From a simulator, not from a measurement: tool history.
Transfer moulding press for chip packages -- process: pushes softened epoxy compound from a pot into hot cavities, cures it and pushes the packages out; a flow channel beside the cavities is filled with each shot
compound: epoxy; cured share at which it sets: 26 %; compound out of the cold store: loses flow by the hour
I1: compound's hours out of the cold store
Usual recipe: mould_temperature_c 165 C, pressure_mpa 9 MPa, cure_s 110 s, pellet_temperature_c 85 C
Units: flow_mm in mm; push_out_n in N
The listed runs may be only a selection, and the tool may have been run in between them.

{"run": 1, "hour": 0.0, "mould_temperature_c": 165, "pressure_mpa": 9, "cure_s": 110, "pellet_temperature_c": 85, "I1": 43.6, "flow_mm": 717, "push_out_n": 276}
{"hour": 49.8, "done": "cavities cleaned with cleaning compound and waxed"}
{"run": 2, "hour": 70.5, "mould_temperature_c": 165, "pressure_mpa": 8.86, "cure_s": 110, "pellet_temperature_c": 85, "I1": 27.4, "flow_mm": 784, "push_out_n": 251}
{"hour": 149.8, "done": "cavities cleaned with cleaning compound and waxed"}
{"run": 3, "hour": 170.8, "mould_temperature_c": 165, "pressure_mpa": 8.86, "cure_s": 110, "pellet_temperature_c": 85, "I1": 31.2, "flow_mm": 756, "push_out_n": 249}
{"hour": 180.9, "done": "plunger's sealing rings changed"}
{"hour": 253.3, "done": "cavities cleaned with cleaning compound and waxed"}
{"run": 4, "hour": 263.7, "mould_temperature_c": 165, "pressure_mpa": 8.86, "cure_s": 110, "pellet_temperature_c": 85, "I1": 44.3, "flow_mm": 767, "push_out_n": 231}
{"run": 5, "hour": 305.9, "mould_temperature_c": 165, "pressure_mpa": 8.86, "cure_s": 110, "pellet_temperature_c": 85, "I1": 28.2, "flow_mm": 852, "push_out_n": 272}
{"hour": 356.8, "done": "cavities cleaned with cleaning compound and waxed"}
{"run": 6, "hour": 397.8, "mould_temperature_c": 165, "pressure_mpa": 8.86, "cure_s": 110, "pellet_temperature_c": 85, "I1": 31.4, "flow_mm": 820, "push_out_n": 262}
{"hour": 426.8, "done": "mould's thermocouples calibrated"}
{"hour": 463.0, "done": "cavities cleaned with cleaning compound and waxed"}
{"run": 7, "hour": 476.3, "mould_temperature_c": 165, "pressure_mpa": 9, "cure_s": 110, "pellet_temperature_c": 85, "I1": 8.6, "flow_mm": 968, "push_out_n": 253}
{"run": 8, "hour": 548.4, "mould_temperature_c": 165, "pressure_mpa": 9, "cure_s": 110, "pellet_temperature_c": 85, "I1": 25.6, "flow_mm": 829, "push_out_n": 304}
{"hour": 566.4, "done": "cavities cleaned with cleaning compound and waxed"}
{"run": 9, "hour": 610.6, "mould_temperature_c": 165, "pressure_mpa": 9, "cure_s": 110, "pellet_temperature_c": 85, "I1": 29.8, "flow_mm": 820, "push_out_n": 282}
{"hour": 675.0, "done": "cavities cleaned with cleaning compound and waxed"}
{"run": 10, "hour": 688.9, "mould_temperature_c": 165, "pressure_mpa": 9, "cure_s": 110, "pellet_temperature_c": 85, "I1": 33.1, "flow_mm": 790, "push_out_n": 243}
{"run": 11, "hour": 745.8, "mould_temperature_c": 165, "pressure_mpa": 9, "cure_s": 110, "pellet_temperature_c": 85, "I1": 45.7, "flow_mm": 722, "push_out_n": 287}
{"hour": 779.8, "done": "cavities cleaned with cleaning compound and waxed"}
{"run": 12, "hour": 849.3, "mould_temperature_c": 165, "pressure_mpa": 9, "cure_s": 110, "pellet_temperature_c": 85, "I1": 27.1, "flow_mm": 801, "push_out_n": 301}
{"hour": 882.6, "done": "cavities cleaned with cleaning compound and waxed"}
{"run": 13, "hour": 953.8, "mould_temperature_c": 165, "pressure_mpa": 9, "cure_s": 110, "pellet_temperature_c": 85, "I1": 10.1, "flow_mm": 883, "push_out_n": 293}
{"hour": 987.7, "done": "cavities cleaned with cleaning compound and waxed"}
{"run": 14, "hour": 998.1, "mould_temperature_c": 165, "pressure_mpa": 9, "cure_s": 110, "pellet_temperature_c": 85, "I1": 24.1, "flow_mm": 788, "push_out_n": 232}
{"hour": 1012.4, "done": "plunger's sealing rings changed"}
{"run": 15, "hour": 1069.0, "mould_temperature_c": 165, "pressure_mpa": 9, "cure_s": 110, "pellet_temperature_c": 85, "I1": 21.9, "flow_mm": 886, "push_out_n": 293}
{"hour": 1094.9, "done": "cavities cleaned with cleaning compound and waxed"}
{"run": 16, "hour": 1168.5, "mould_temperature_c": 165, "pressure_mpa": 7.07, "cure_s": 91, "pellet_temperature_c": 79, "I1": 29.2, "flow_mm": 754, "push_out_n": 409}
{"hour": 1196.4, "done": "cavities cleaned with cleaning compound and waxed"}
{"run": 17, "hour": 1267.4, "mould_temperature_c": 167, "pressure_mpa": 6.93, "cure_s": 92, "pellet_temperature_c": 88, "I1": 31.9, "flow_mm": 714, "push_out_n": 334}
{"hour": 1302.8, "done": "cavities cleaned with cleaning compound and waxed"}
{"run": 18, "hour": 1364.1, "mould_temperature_c": 165, "pressure_mpa": 9, "cure_s": 136, "pellet_temperature_c": 85, "I1": 11.7, "flow_mm": 929, "push_out_n": 232}
{"hour": 1403.4, "done": "cavities cleaned with cleaning compound and waxed"}
{"run": 19, "hour": 1466.6, "mould_temperature_c": 157, "pressure_mpa": 9.79, "cure_s": 120, "pellet_temperature_c": 83, "I1": 14.4, "flow_mm": 958, "push_out_n": 428}
{"hour": 1510.6, "done": "cavities cleaned with cleaning compound and waxed"}
{"run": 20, "hour": 1557.1, "mould_temperature_c": 172, "pressure_mpa": 9, "cure_s": 113, "pellet_temperature_c": 82, "I1": 20.5, "flow_mm": 831, "push_out_n": 231}
{"hour": 1611.4, "done": "cavities cleaned with cleaning compound and waxed"}
{"run": 21, "hour": 1645.9, "mould_temperature_c": 160, "pressure_mpa": 8.16, "cure_s": 105, "pellet_temperature_c": 90, "I1": 23.9, "flow_mm": 798, "push_out_n": 371}
{"hour": 1712.9, "done": "cavities cleaned with cleaning compound and waxed"}
{"run": 22, "hour": 1722.8, "mould_temperature_c": 165, "pressure_mpa": 9.46, "cure_s": 91, "pellet_temperature_c": 79, "I1": 8.6, "flow_mm": 920, "push_out_n": 355}
{"run": 23, "hour": 1803.2, "mould_temperature_c": 165, "pressure_mpa": 9, "cure_s": 117, "pellet_temperature_c": 85, "I1": 32.5, "flow_mm": 763, "push_out_n": 279}
{"hour": 1814.3, "done": "cavities cleaned with cleaning compound and waxed"}
{"hour": 1843.4, "done": "plunger's sealing rings changed"}
{"run": 24, "hour": 1866.6, "mould_temperature_c": 167, "pressure_mpa": 9, "cure_s": 131, "pellet_temperature_c": 86, "I1": 19.9, "flow_mm": 907, "push_out_n": 226}
{"run": 25, "hour": 1913.9, "mould_temperature_c": 167, "pressure_mpa": 9, "cure_s": 144, "pellet_temperature_c": 86, "I1": 13.9, "flow_mm": 935, "push_out_n": 254}
{"hour": 1922.2, "done": "cavities cleaned with cleaning compound and waxed"}
{"run": 26, "hour": 1970.8, "mould_temperature_c": 160, "pressure_mpa": 10.83, "cure_s": 122, "pellet_temperature_c": 87, "I1": 25.1, "flow_mm": 965, "push_out_n": 301}
{"hour": 2024.4, "done": "cavities cleaned with cleaning compound and waxed"}
{"run": 27, "hour": 2024.9, "mould_temperature_c": 167, "pressure_mpa": 9.98, "cure_s": 110, "pellet_temperature_c": 85, "I1": 24.5, "flow_mm": 899, "push_out_n": 200}
{"run": 28, "hour": 2101.0, "mould_temperature_c": 167, "pressure_mpa": 9.98, "cure_s": 110, "pellet_temperature_c": 85, "I1": 21.2, "flow_mm": 927, "push_out_n": 267}

Each row is a separate what-if for the run after 28, all from the same tool condition, not one after another. Results?
{"hour": 2127.8, "done": "cavities cleaned with cleaning compound and waxed"}
{"run": "A", "hour": 2198.6, "mould_temperature_c": 160, "pressure_mpa": 9, "cure_s": 110, "pellet_temperature_c": 85, "I1": 46.5, "flow_mm": "?", "push_out_n": "?"}
{"hour": 2127.8, "done": "cavities cleaned with cleaning compound and waxed"}
{"run": "B", "hour": 2198.6, "mould_temperature_c": 165, "pressure_mpa": 7.67, "cure_s": 98, "pellet_temperature_c": 86, "I1": 9.4, "flow_mm": "?", "push_out_n": "?"}
{"hour": 2127.8, "done": "cavities cleaned with cleaning compound and waxed"}
{"run": "C", "hour": 2198.6, "mould_temperature_c": 166, "pressure_mpa": 10.88, "cure_s": 110, "pellet_temperature_c": 85, "I1": 41.4, "flow_mm": "?", "push_out_n": "?"}

run=A flow_mm=741 push_out_n=355
run=B flow_mm=860 push_out_n=354
run=C flow_mm=823 push_out_n=264
Without the tool's unlogged condition, the same runs would have read:
run=A flow_mm=781 push_out_n=303
run=B flow_mm=907 push_out_n=304
run=C flow_mm=867 push_out_n=214
